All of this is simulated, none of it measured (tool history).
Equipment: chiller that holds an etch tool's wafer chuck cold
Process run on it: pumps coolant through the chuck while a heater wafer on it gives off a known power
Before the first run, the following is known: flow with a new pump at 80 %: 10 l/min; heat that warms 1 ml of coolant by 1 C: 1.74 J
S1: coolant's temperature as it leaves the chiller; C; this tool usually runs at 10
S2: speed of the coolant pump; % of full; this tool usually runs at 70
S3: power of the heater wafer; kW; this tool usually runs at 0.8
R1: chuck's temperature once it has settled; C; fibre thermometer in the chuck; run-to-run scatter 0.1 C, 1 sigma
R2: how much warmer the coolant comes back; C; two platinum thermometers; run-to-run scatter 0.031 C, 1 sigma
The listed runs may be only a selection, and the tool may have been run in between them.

run	hour	S1	S2	S3	R1	R2
1	0	10	70	0.8	18	3.15
2	56.3	10	70	0.8	18.2	3.15
3	108.9	10	70	0.8	18.1	3.17
4	163.3	7	70	0.8	15.1	3.15
5	205.4	7	70	0.8	15.1	3.11
6	258.2	10	70	0.8	18.2	3.16
7	302.7	10	70	0.8	18.1	3.12
# hour 336.4: coolant changed, channels flushed
8	344.7	10	70	0.8	18	3.15
9	395.9	10	92	0.8	16.6	2.39
10	444.8	10	70	0.8	18.2	3.17
11	509.2	10	70	0.8	18.3	3.2
12	537.6	10	70	0.8	18.1	3.11
13	606.3	6	70	0.8	13.9	3.22
14	653.9	6	70	0.8	14.2	3.24
15	706.7	6	70	0.8	14.1	3.18
16	760.2	10	67	0.8	18.4	3.29
17	813.5	10	67	0.8	18.2	3.31
18	861.4	10	67	0.8	18.3	3.3
19	922.7	10	67	0.8	18.4	3.28
20	976.1	10	97	0.8	16.5	2.29
21	1042.1	10	97	0.8	16.5	2.28
22	1109.3	17	65	0.579	23.2	2.43
23	1177.6	17	65	0.579	23.2	2.45
24	1228	17	65	0.579	23.2	2.43
25	1261.6	17	100	1.2	26.5	3.33
26	1323.2	14	97	1.072	22.7	3.07
27	1360.4	14	97	1.072	22.6	3.09

Below are 3 alternative next runs, each starting from the tool's condition after run 27. Predict each:
A	1392.5	12	83	0.8	?	?
B	1392.5	11	98	0.537	?	?
C	1392.5	7	88	0.8	?	?

run	R1	R2
A	19.3	2.68
B	15.6	1.51
C	14	2.53
Without the tool's unlogged condition, the same runs would have read:
run	R1	R2
A	19.2	2.68
B	15.5	1.51
C	14	2.52
